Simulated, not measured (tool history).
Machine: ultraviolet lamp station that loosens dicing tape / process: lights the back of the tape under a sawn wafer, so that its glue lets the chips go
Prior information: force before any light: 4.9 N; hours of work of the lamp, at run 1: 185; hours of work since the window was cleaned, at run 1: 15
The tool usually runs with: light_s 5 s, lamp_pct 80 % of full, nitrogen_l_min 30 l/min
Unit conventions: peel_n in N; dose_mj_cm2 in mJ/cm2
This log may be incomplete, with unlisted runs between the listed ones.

run,hour,light_s,lamp_pct,nitrogen_l_min,hours of work of the lamp,hours of work since the window was cleaned,peel_n,dose_mj_cm2
1,0,5,80,30,185,15,0.25,293
2,12.2,5,80,30,193,23,0.247,288
3,29.5,5,80,30,204,33,0.234,291
4,46.4,5,80,30,214,44,0.248,292
5,64.9,5,80,30,225,55,0.234,287
6,84,5,84,30,237,67,0.226,305
7,92.4,5,84,30,242,72,0.217,306
8,105,3,84,30,250,80,0.611,184
9,123,5,80,30,261,91,0.245,292
10,133,5,80,30,267,97,0.236,287
11,146.9,4,80,30,276,106,0.383,230
12,165.9,4,80,30,287,117,0.376,234
13,178.3,3,98,52,295,125,0.379,211
14,190,7,62,9,302,132,0.381,314
15,202.5,5,62,35,310,140,0.395,225
16,216,7,62,42,318,148,0.185,316
17,229.9,3,76,11,327,157,1.061,161
18,239.6,2,90,26,333,163,1.07,131
19,249.2,2,90,26,339,169,1.123,130
20,265.6,2,77,21,349,179,1.496,108
21,278.4,7,80,18,357,187,0.162,410
22,291.9,7,75,24,365,195,0.169,383
23,307.4,6,85,19,374,204,0.183,368
# hour 317.3: window cleaned of glue's vapour
24,326.2,9,61,31,386,6,0.143,404

Describe how what the log doesn't record of the tool's condition differs between the last listed run preceding each entry between runs and the first listed run following it.
Runs 23 to 24: window cleaned of glue's vapour (hour 317.3)
  light that the window lets through, % of a clean one's: 99.9 -> 100
